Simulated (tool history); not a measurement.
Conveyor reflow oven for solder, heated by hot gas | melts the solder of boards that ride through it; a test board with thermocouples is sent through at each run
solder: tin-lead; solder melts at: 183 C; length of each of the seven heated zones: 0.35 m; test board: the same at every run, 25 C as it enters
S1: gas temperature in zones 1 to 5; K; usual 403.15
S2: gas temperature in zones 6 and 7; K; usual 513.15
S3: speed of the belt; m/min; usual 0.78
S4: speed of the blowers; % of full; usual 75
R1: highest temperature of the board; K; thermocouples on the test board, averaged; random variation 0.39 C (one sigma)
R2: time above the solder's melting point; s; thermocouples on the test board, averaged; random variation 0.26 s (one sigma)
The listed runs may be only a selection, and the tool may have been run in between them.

run     day      S1      S2    S3  S4      R1    R2
  1       0  403.15  513.15  0.78  75  489.55  37.1
  2     2.5  403.15  513.15  0.78  75  489.15  37.1
  3   4.383  403.15  513.15  0.78  53  484.15  33.2
  4   5.767  403.15  513.15  0.78  53  483.75  33.4
  5   7.142  402.15  513.15  0.78  75  487.75  36.3
  6  10.004  403.15  513.15  0.78  74  487.85  36.3
       10.4  -- flux residue cleaned out of gas plates and filters
  7  12.196  403.15  513.15  0.78  74  490.35  38.2
      12.55  -- belt drive overhauled, speed set with a stopwatch
  8  14.796  403.15  513.15  0.78  74  489.55  38.1
  9  16.621  403.15  513.15  0.78  75  489.45  38.1
 10  18.467  403.15  513.15  0.78  75  489.85  37.8
 11  21.433  403.15  513.15  0.78  75  489.15  37.8

Expected results for the next run?
 12  23.129  392.15  503.15  0.897  75   ?   ?

R1: 471.75 K
R2: 19.4 s
The same run, on a tool lacking any hidden state, would have yielded R1 474.05 K, R2 21 s.
